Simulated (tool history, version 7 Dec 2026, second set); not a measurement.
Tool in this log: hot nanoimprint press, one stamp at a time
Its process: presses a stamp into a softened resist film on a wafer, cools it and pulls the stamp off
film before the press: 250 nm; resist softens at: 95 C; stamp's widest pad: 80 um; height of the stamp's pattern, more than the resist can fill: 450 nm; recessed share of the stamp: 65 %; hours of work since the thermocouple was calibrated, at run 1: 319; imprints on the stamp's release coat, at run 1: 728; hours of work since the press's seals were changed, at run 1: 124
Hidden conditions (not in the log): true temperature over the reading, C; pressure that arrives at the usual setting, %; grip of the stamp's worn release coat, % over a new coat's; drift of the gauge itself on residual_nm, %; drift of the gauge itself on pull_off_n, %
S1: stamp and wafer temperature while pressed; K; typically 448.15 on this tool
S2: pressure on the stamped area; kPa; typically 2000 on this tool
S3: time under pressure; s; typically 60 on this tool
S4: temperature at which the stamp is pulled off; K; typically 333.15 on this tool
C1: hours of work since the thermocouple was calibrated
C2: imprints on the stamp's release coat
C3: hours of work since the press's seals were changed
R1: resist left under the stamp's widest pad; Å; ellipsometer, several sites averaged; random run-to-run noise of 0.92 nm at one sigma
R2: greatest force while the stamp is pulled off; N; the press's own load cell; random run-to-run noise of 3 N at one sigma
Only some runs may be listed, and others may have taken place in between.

{"run": 1, "hour": 0.0, "S1": 448.15, "S2": 2000, "S3": 60, "S4": 333.15, "C1": 319, "C2": 728, "C3": 124, "R1": 1337, "R2": 157}
{"run": 2, "hour": 13.0, "S1": 448.15, "S2": 2000, "S3": 60, "S4": 333.15, "C1": 328, "C2": 797, "C3": 134, "R1": 1328, "R2": 156}
{"run": 3, "hour": 29.1, "S1": 448.15, "S2": 2000, "S3": 60, "S4": 333.15, "C1": 339, "C2": 883, "C3": 145, "R1": 1342, "R2": 160}
{"run": 4, "hour": 43.2, "S1": 448.15, "S2": 2000, "S3": 60, "S4": 333.15, "C1": 349, "C2": 958, "C3": 155, "R1": 1352, "R2": 163}
{"run": 5, "hour": 52.9, "S1": 448.15, "S2": 3030, "S3": 60, "S4": 333.15, "C1": 356, "C2": 1010, "C3": 162, "R1": 1105, "R2": 160}
{"run": 6, "hour": 66.9, "S1": 448.15, "S2": 2000, "S3": 60, "S4": 333.15, "C1": 366, "C2": 1085, "C3": 171, "R1": 1330, "R2": 162}
{"run": 7, "hour": 78.0, "S1": 448.15, "S2": 2000, "S3": 60, "S4": 333.15, "C1": 374, "C2": 1144, "C3": 179, "R1": 1358, "R2": 172}
{"run": 8, "hour": 95.1, "S1": 448.15, "S2": 2000, "S3": 60, "S4": 333.15, "C1": 386, "C2": 1235, "C3": 191, "R1": 1345, "R2": 165}
{"run": 9, "hour": 112.1, "S1": 448.15, "S2": 2000, "S3": 60, "S4": 333.15, "C1": 398, "C2": 1326, "C3": 203, "R1": 1362, "R2": 171}
{"hour": 124.4, "done": "plate thermocouple calibrated"}
{"run": 10, "hour": 124.4, "S1": 448.15, "S2": 2000, "S3": 43, "S4": 333.15, "C1": 0, "C2": 1377, "C3": 210, "R1": 1537, "R2": 172}
{"run": 11, "hour": 139.6, "S1": 448.15, "S2": 2000, "S3": 60, "S4": 333.15, "C1": 11, "C2": 1458, "C3": 220, "R1": 1389, "R2": 181}
{"run": 12, "hour": 150.6, "S1": 448.15, "S2": 2000, "S3": 60, "S4": 333.15, "C1": 18, "C2": 1516, "C3": 228, "R1": 1391, "R2": 177}
{"hour": 165.2, "done": "stamp cleaned and given a new release coat"}
{"run": 13, "hour": 171.5, "S1": 448.15, "S2": 2000, "S3": 60, "S4": 333.15, "C1": 29, "C2": 34, "C3": 239, "R1": 1394, "R2": 151}
{"run": 14, "hour": 181.7, "S1": 437.15, "S2": 2000, "S3": 40, "S4": 333.15, "C1": 36, "C2": 88, "C3": 246, "R1": 2097, "R2": 153}
{"run": 15, "hour": 192.2, "S1": 437.15, "S2": 2000, "S3": 105, "S4": 333.15, "C1": 43, "C2": 144, "C3": 253, "R1": 1764, "R2": 145}
{"run": 16, "hour": 208.1, "S1": 459.15, "S2": 2050, "S3": 50, "S4": 322.15, "C1": 55, "C2": 230, "C3": 264, "R1": 947, "R2": 188}
{"hour": 212.3, "done": "plate thermocouple calibrated, once more"}
{"run": 17, "hour": 220.7, "S1": 441.15, "S2": 3140, "S3": 34, "S4": 332.15, "C1": 6, "C2": 281, "C3": 271, "R1": 1672, "R2": 153}
{"run": 18, "hour": 229.5, "S1": 437.15, "S2": 2940, "S3": 34, "S4": 332.15, "C1": 12, "C2": 328, "C3": 277, "R1": 1917, "R2": 153}
{"run": 19, "hour": 238.0, "S1": 437.15, "S2": 2940, "S3": 34, "S4": 332.15, "C1": 18, "C2": 373, "C3": 283, "R1": 1919, "R2": 155}
{"run": 20, "hour": 249.0, "S1": 441.15, "S2": 2000, "S3": 35, "S4": 333.15, "C1": 26, "C2": 432, "C3": 291, "R1": 1902, "R2": 150}
{"run": 21, "hour": 257.8, "S1": 450.15, "S2": 2000, "S3": 35, "S4": 333.15, "C1": 32, "C2": 479, "C3": 297, "R1": 1441, "R2": 152}
{"run": 22, "hour": 274.4, "S1": 453.15, "S2": 3000, "S3": 63, "S4": 323.15, "C1": 44, "C2": 567, "C3": 309, "R1": 867, "R2": 191}
{"run": 23, "hour": 289.9, "S1": 453.15, "S2": 3000, "S3": 107, "S4": 323.15, "C1": 55, "C2": 650, "C3": 320, "R1": 693, "R2": 191}

Alternative continuations, all from the tool just after run 23; predict every row:
{"run": "A", "hour": 301.2, "S1": 448.15, "S2": 2000, "S3": 77, "S4": 333.15, "C1": 62, "C2": 711, "C3": 328, "R1": "?", "R2": "?"}
{"run": "B", "hour": 301.2, "S1": 448.15, "S2": 2000, "S3": 60, "S4": 330.15, "C1": 62, "C2": 711, "C3": 328, "R1": "?", "R2": "?"}
{"run": "C", "hour": 301.2, "S1": 448.15, "S2": 1580, "S3": 34, "S4": 334.15, "C1": 62, "C2": 711, "C3": 328, "R1": "?", "R2": "?"}

run=A R1=1225 R2=154
run=B R1=1298 R2=169
run=C R1=1693 R2=147
Without the tool's unlogged condition, the same runs would have read:
run=A R1=1195 R2=142
run=B R1=1268 R2=155
run=C R1=1665 R2=136
